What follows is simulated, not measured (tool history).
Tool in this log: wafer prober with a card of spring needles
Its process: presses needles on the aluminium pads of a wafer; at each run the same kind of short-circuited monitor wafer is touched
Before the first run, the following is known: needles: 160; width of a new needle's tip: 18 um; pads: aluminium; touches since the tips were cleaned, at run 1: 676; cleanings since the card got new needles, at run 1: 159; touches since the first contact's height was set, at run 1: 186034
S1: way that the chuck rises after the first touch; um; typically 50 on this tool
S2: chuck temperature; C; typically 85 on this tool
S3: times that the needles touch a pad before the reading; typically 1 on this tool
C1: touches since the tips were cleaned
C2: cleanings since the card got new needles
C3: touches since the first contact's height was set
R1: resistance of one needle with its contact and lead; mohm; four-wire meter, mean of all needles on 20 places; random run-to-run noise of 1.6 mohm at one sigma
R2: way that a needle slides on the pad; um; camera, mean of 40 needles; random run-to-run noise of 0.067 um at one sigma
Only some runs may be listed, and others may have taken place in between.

Run 1, day 0.000: usual settings; C1 676; C2 159; C3 186034. Result: R1 191 mohm, R2 12.33 um.
At day 0.238: tips cleaned on abrasive film.
At day 0.633: tips cleaned on abrasive film.
At day 1.029: tips cleaned on abrasive film.
Run 2, day 1.125: usual settings; C1 619; C2 162; C3 193311. Result: R1 190 mohm, R2 12.37 um.
At day 1.362: tips cleaned on abrasive film.
At day 1.758: tips cleaned on abrasive film.
At day 2.075: tips cleaned on abrasive film.
At day 2.471: tips cleaned on abrasive film.
At day 2.788: tips cleaned on abrasive film.
At day 3.033: height of the first contact set anew.
Run 3, day 3.050: usual settings but S2 120 C; C1 1621; C2 167; C3 86. Result: R1 211 mohm, R2 13.44 um.
At day 3.129: tips cleaned on abrasive film.
At day 3.525: tips cleaned on abrasive film.
At day 3.921: tips cleaned on abrasive film.
Run 4, day 4.225: usual settings; C1 2001; C2 170; C3 7717. Result: R1 212 mohm, R2 13.44 um.
At day 4.308: tips cleaned on abrasive film.
At day 4.704: tips cleaned on abrasive film.
At day 5.100: tips cleaned on abrasive film.
Run 5, day 5.404: usual settings; C1 2002; C2 173; C3 15351. Result: R1 217 mohm, R2 13.40 um.
At day 5.488: tips cleaned on abrasive film.
At day 5.883: tips cleaned on abrasive film.
At day 6.200: tips cleaned on abrasive film.
At day 6.596: tips cleaned on abrasive film.
At day 6.992: tips cleaned on abrasive film.
Run 6, day 7.075: usual settings; C1 542; C2 178; C3 26135. Result: R1 178 mohm, R2 13.31 um.
At day 7.312: tips cleaned on abrasive film.
At day 7.708: tips cleaned on abrasive film.
At day 8.104: tips cleaned on abrasive film.
At day 8.500: tips cleaned on abrasive film.
At day 8.817: tips cleaned on abrasive film.
At day 9.212: tips cleaned on abrasive film.
Run 7, day 9.450: usual settings; C1 1566; C2 184; C3 41536. Result: R1 212 mohm, R2 13.08 um.
At day 9.533: tips cleaned on abrasive film.
At day 9.929: tips cleaned on abrasive film.
At day 10.325: tips cleaned on abrasive film.
At day 10.717: tips cleaned on abrasive film.
Run 8, day 11.025: usual settings but S3 3; C1 1993; C2 188; C3 51719. Result: R1 179 mohm, R2 13.04 um.
At day 11.104: tips cleaned on abrasive film.
At day 11.500: tips cleaned on abrasive film.
At day 11.817: tips cleaned on abrasive film.
At day 12.212: tips cleaned on abrasive film.
At day 12.608: tips cleaned on abrasive film.
Run 9, day 12.667: usual settings but S3 3; C1 369; C2 193; C3 62329. Result: R1 167 mohm, R2 12.97 um.
At day 12.983: tips cleaned on abrasive film.
At day 13.375: tips cleaned on abrasive film.
At day 13.771: tips cleaned on abrasive film.
At day 14.112: tips cleaned on abrasive film.
Run 10, day 14.112: usual settings but S2 26 C; C1 0; C2 197; C3 71705. Result: R1 154 mohm, R2 12.87 um.
At day 14.429: tips cleaned on abrasive film.
At day 14.825: tips cleaned on abrasive film.
At day 15.221: tips cleaned on abrasive film.
At day 15.617: tips cleaned on abrasive film.
At day 16.012: tips cleaned on abrasive film.
Run 11, day 16.192: usual settings but S2 26 C; C1 1186; C2 202; C3 85180. Result: R1 200 mohm, R2 12.90 um.
At day 16.354: tips cleaned on abrasive film.
At day 16.750: tips cleaned on abrasive film.
At day 17.146: tips cleaned on abrasive film.
At day 17.538: tips cleaned on abrasive film.
At day 17.933: tips cleaned on abrasive film.
At day 18.329: tips cleaned on abrasive film.
Run 12, day 18.458: usual settings but S1 58 um, S2 26 C; C1 852; C2 208; C3 99857. Result: R1 173 mohm, R2 15.13 um.
At day 18.700: tips cleaned on abrasive film.
At day 19.017: tips cleaned on abrasive film.
At day 19.412: tips cleaned on abrasive film.
At day 19.808: tips cleaned on abrasive film.
At day 20.200: tips cleaned on abrasive film.
Run 13, day 20.404: usual settings but S1 58 um, S2 26 C, S3 3; C1 1325; C2 213; C3 112447. Result: R1 161 mohm, R2 15.01 um.
At day 20.562: tips cleaned on abrasive film.
At day 20.883: tips cleaned on abrasive film.
At day 21.275: tips cleaned on abrasive film.
At day 21.671: tips cleaned on abrasive film.
At day 22.067: tips cleaned on abrasive film.
At day 22.462: tips cleaned on abrasive film.
Run 14, day 22.600: usual settings but S1 43 um, S2 77 C; C1 910; C2 219; C3 126669. Result: R1 211 mohm, R2 10.71 um.
At day 22.842: tips cleaned on abrasive film.
At day 23.238: tips cleaned on abrasive film.
At day 23.629: tips cleaned on abrasive film.
At day 24.025: tips cleaned on abrasive film.
Run 15, day 24.233: usual settings but S1 42 um, S2 42 C; C1 1356; C2 223; C3 137241. Result: R1 240 mohm, R2 10.50 um.
At day 24.392: tips cleaned on abrasive film.
At day 24.788: tips cleaned on abrasive film.
At day 25.183: tips cleaned on abrasive film.
At day 25.579: tips cleaned on abrasive film.
Run 16, day 25.667: usual settings but S1 44 um, S2 34 C, S3 2; C1 570; C2 227; C3 146515. Result: R1 171 mohm, R2 10.91 um.
At day 25.904: tips cleaned on abrasive film.
At day 26.300: tips cleaned on abrasive film.
At day 26.696: tips cleaned on abrasive film.
At day 27.092: tips cleaned on abrasive film.
At day 27.488: tips cleaned on abrasive film.
At day 27.883: tips cleaned on abrasive film.
Run 17, day 27.979: usual settings but S1 44 um, S2 34 C; C1 624; C2 233; C3 161478. Result: R1 194 mohm, R2 10.85 um.
At day 28.217: tips cleaned on abrasive film.
At day 28.612: tips cleaned on abrasive film.
At day 28.929: tips cleaned on abrasive film.
At day 29.325: tips cleaned on abrasive film.
At day 29.717: tips cleaned on abrasive film.
Run 18, day 29.821: usual settings but S1 44 um, S2 34 C; C1 681; C2 238; C3 173423. Result: R1 201 mohm, R2 10.82 um.
At day 30.062: tips cleaned on abrasive film.
At day 30.379: tips cleaned on abrasive film.
At day 30.775: tips cleaned on abrasive film.
At day 31.092: tips cleaned on abrasive film.
At day 31.488: tips cleaned on abrasive film.
At day 31.879: tips cleaned on abrasive film.
Run 19, day 32.179: usual settings but S1 44 um, S2 34 C; C1 1947; C2 244; C3 188682. Result: R1 258 mohm, R2 10.75 um.
At day 32.262: tips cleaned on abrasive film.
At day 32.658: tips cleaned on abrasive film.
At day 33.050: tips cleaned on abrasive film.
At day 33.367: tips cleaned on abrasive film.
Run 20, day 33.617: usual settings but S1 44 um, S2 34 C, S3 2; C1 1612; C2 248; C3 197975. Result: R1 208 mohm, R2 10.68 um.
At day 33.700: tips cleaned on abrasive film.
At day 34.092: tips cleaned on abrasive film.
At day 34.488: tips cleaned on abrasive film.
At day 34.812: height of the first contact set anew.
At day 34.896: tips cleaned on abrasive film.
Run 21, day 34.983: usual settings but S1 44 um, S2 34 C, S3 2; C1 566; C2 252; C3 1078. Result: R1 175 mohm, R2 11.83 um.
At day 35.221: tips cleaned on abrasive film.
At day 35.617: tips cleaned on abrasive film.
At day 36.012: tips cleaned on abrasive film.
At day 36.408: tips cleaned on abrasive film.
At day 36.804: tips cleaned on abrasive film.
At day 37.200: tips cleaned on abrasive film.
At day 37.533: tips cleaned on abrasive film.
Run 22, day 37.533: usual settings but S1 35 um, S2 40 C, S3 3; C1 0; C2 259; C3 17570. Result: R1 168 mohm, R2 9.34 um.
At day 37.925: tips cleaned on abrasive film.
At day 38.321: tips cleaned on abrasive film.
At day 38.717: tips cleaned on abrasive film.
At day 39.112: tips cleaned on abrasive film.
At day 39.508: tips cleaned on abrasive film.
Run 23, day 39.638: usual settings but S2 39 C, S3 2; C1 842; C2 264; C3 31212. Result: R1 172 mohm, R2 13.19 um.

How would selected steps in R1 from run to run divide? Give the signed amount a tool lacking its hidden state would still show from settings, what came in and random variation, and the signed amount left for the hidden state, including any gauge scatter that is not in both of the compared results.
Unlogged tool condition in this case: debris on the tips, nm; way that the needles fall short of the set height, um; tips' diameter, um; drift of the gauge itself on contact_mohm, %; drift of the gauge itself on scrub_um, %.
Run 15 -> 16: S1 42 -> 44, S2 42 -> 34, S3 1 -> 2, tips cleaned on abrasive film, tips cleaned on abrasive film, tips cleaned on abrasive film, tips cleaned on abrasive film. R1 -69 mohm: hidden state -64, all else -5.
Run 18 -> 19: tips cleaned on abrasive film, tips cleaned on abrasive film, tips cleaned on abrasive film, tips cleaned on abrasive film, tips cleaned on abrasive film, tips cleaned on abrasive film. R1 +57 mohm: hidden state +58, all else -1.
